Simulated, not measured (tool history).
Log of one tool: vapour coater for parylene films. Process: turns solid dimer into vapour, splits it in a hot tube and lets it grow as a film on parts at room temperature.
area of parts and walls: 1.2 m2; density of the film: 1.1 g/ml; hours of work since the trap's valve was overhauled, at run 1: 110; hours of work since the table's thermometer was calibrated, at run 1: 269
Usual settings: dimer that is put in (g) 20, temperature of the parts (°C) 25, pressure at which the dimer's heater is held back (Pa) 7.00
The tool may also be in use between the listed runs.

run,hour,dimer that is put in (g),temperature of the parts (°C),pressure at which the dimer's heater is held back (Pa),hours of work since the trap's valve was overhauled,hours of work since the table's thermometer was calibrated,thickness of the film (µm)
1,0.0,20,25,7.00,110,269,7.07
2,9.6,9,25,7.00,114,274,3.15
3,24.8,9,25,9.63,121,280,2.96
4,34.3,9,25,9.63,125,284,2.94
5,50.4,9,25,9.63,131,291,2.97
6,59.7,9,25,9.63,135,295,2.91
7,70.8,9,25,9.63,140,300,2.96
8,88.0,20,25,7.00,147,307,6.94
9,104.9,20,25,7.00,155,314,6.97
10,117.8,20,25,7.00,160,320,7.00
11,127.8,17,25,7.00,164,324,5.87
12,143.2,17,25,7.00,171,330,5.90
13,150.9,20,25,7.00,174,334,6.92
14,160.4,20,25,7.00,178,338,6.91
15,174.3,20,25,7.00,184,344,6.88
16,189.3,20,25,7.00,191,350,6.87
17,203.6,14,34,2.85,197,356,3.98
18,216.6,27,21,7.00,202,362,10.99
19,233.6,27,21,7.00,209,369,10.96
20,250.2,23,21,8.00,217,376,8.97
21,267.0,23,21,8.00,224,383,9.10
22,277.0,23,21,8.00,228,387,8.98
23,292.9,14,21,5.50,235,394,6.04
24,303.6,20,24,6.05,239,399,7.25
25,319.2,13,18,10.26,246,405,5.44
26,331.9,12,35,6.17,251,411,2.66
27,343.3,35,33,2.68,256,416,10.31
28,359.9,25,22,3.18,263,423,11.34
29,371.7,25,34,3.07,268,428,6.79
30,387.1,25,34,3.07,275,434,6.71
31,402.2,25,34,3.07,281,441,6.70
32,415.4,15,21,8.87,287,446,5.57

Forecast each of these 5 alternatives for the next run:
A,430.5,25,20,8.87,293,453,?
B,430.5,33,34,3.08,293,453,?
C,430.5,21,25,4.11,293,453,?
D,430.5,15,19,4.90,293,453,?
E,430.5,25,19,2.79,293,453,?

run,thickness of the film (µm)
A,9.73
B,8.88
C,7.77
D,7.04
E,13.17
Without the tool's hidden state the same runs would have given:
run,thickness of the film (µm)
A,10.87
B,9.91
C,8.68
D,7.87
E,14.71

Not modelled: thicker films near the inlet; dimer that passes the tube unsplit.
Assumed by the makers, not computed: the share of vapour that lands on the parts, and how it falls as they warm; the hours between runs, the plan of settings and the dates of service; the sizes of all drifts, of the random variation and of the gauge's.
